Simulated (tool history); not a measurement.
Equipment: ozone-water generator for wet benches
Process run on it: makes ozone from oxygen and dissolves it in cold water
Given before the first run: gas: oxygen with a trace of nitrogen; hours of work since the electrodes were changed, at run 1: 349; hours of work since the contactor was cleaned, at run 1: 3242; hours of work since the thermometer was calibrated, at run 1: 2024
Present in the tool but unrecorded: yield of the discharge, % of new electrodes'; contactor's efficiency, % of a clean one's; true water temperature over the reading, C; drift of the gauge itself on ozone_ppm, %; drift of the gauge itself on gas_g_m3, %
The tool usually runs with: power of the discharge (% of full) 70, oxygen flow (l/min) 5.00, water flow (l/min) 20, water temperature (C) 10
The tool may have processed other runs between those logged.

run,hour,power of the discharge (% of full),oxygen flow (l/min),water flow (l/min),water temperature (C),hours of work since the electrodes were changed,hours of work since the contactor was cleaned,hours of work since the thermometer was calibrated,dissolved ozone (ppm),ozone in the gas ahead of the water (g/m3)
1,0.0,70,5.00,20,10,349,3242,2024,23.5,206.2
2,17.8,70,5.00,20,10,363,3256,2037,23.7,207.9
3,37.8,70,5.00,20,10,378,3271,2053,23.0,207.0
4,61.3,70,5.00,20,10,395,3288,2070,23.5,205.2
5,76.5,70,5.00,20,10,407,3300,2082,23.1,206.4
6,97.0,70,5.00,20,10,422,3315,2097,23.2,207.9
7,124.9,70,5.00,20,10,443,3336,2118,23.5,208.5
8,141.0,70,5.00,20,10,456,3349,2130,23.3,206.4
9,178.2,70,5.00,20,10,484,3377,2159,23.4,208.2
10,203.2,70,5.00,20,10,502,3395,2177,23.0,206.1
11,230.7,70,5.00,20,10,523,3416,2198,23.3,206.0
12,260.0,70,5.00,20,10,545,3438,2220,22.8,206.6
13,284.6,70,5.00,20,10,564,3457,2239,23.1,209.0
14,302.3,70,5.00,20,10,577,3470,2252,23.1,206.0
15,331.5,70,5.00,20,10,599,3492,2274,23.1,207.3
16,354.9,70,5.00,20,10,617,3510,2292,22.9,206.5
17,376.1,62,5.00,20,10,633,3526,2308,20.9,187.0
18,398.7,62,5.00,14,7,650,3543,2325,28.9,186.3
19,427.6,75,3.99,26,8,672,3565,2347,19.3,246.8
20,451.5,75,3.99,30,6,690,3583,2365,16.9,247.0
21,477.0,75,3.99,30,6,709,3602,2384,16.9,247.9
22,507.9,75,3.99,30,6,732,3625,2407,16.7,248.0
23,531.6,46,5.00,12,10,750,3643,2425,24.2,148.8
24,566.3,46,8.66,12,10,777,3670,2451,22.4,108.0
25,583.6,70,3.40,20,10,790,3683,2465,22.5,254.6
26,606.5,92,5.00,19,10,807,3700,2482,30.1,252.9
27,642.1,45,5.28,19,8,834,3727,2509,17.6,141.5
28,666.9,45,5.28,19,8,852,3745,2527,17.3,142.6
29,689.4,45,3.48,19,12,869,3762,2544,16.2,177.0
30,704.5,60,3.09,16,15,881,3774,2556,22.4,236.8
31,722.5,60,7.17,29,15,894,3787,2569,14.5,148.7
32,755.9,89,7.17,22,10,920,3813,2595,25.8,203.9

What if the next run were any one of these 4? Each begins from the tool's condition after run 32:
A,772.9,42,8.67,22,7,933,3826,2607,?,?
B,772.9,70,7.64,20,10,933,3826,2607,?,?
C,772.9,70,5.00,19,7,933,3826,2607,?,?
D,772.9,89,7.17,27,10,933,3826,2607,?,?

run,dissolved ozone (ppm),ozone in the gas ahead of the water (g/m3)
A,15.1,101.0
B,23.2,162.9
C,24.9,204.8
D,22.1,204.9
Stripped of hidden state, with their random variation kept, the same runs would have yielded:
run,dissolved ozone (ppm),ozone in the gas ahead of the water (g/m3)
A,15.6,101.5
B,24.0,164.4
C,25.8,206.6
D,22.9,207.1

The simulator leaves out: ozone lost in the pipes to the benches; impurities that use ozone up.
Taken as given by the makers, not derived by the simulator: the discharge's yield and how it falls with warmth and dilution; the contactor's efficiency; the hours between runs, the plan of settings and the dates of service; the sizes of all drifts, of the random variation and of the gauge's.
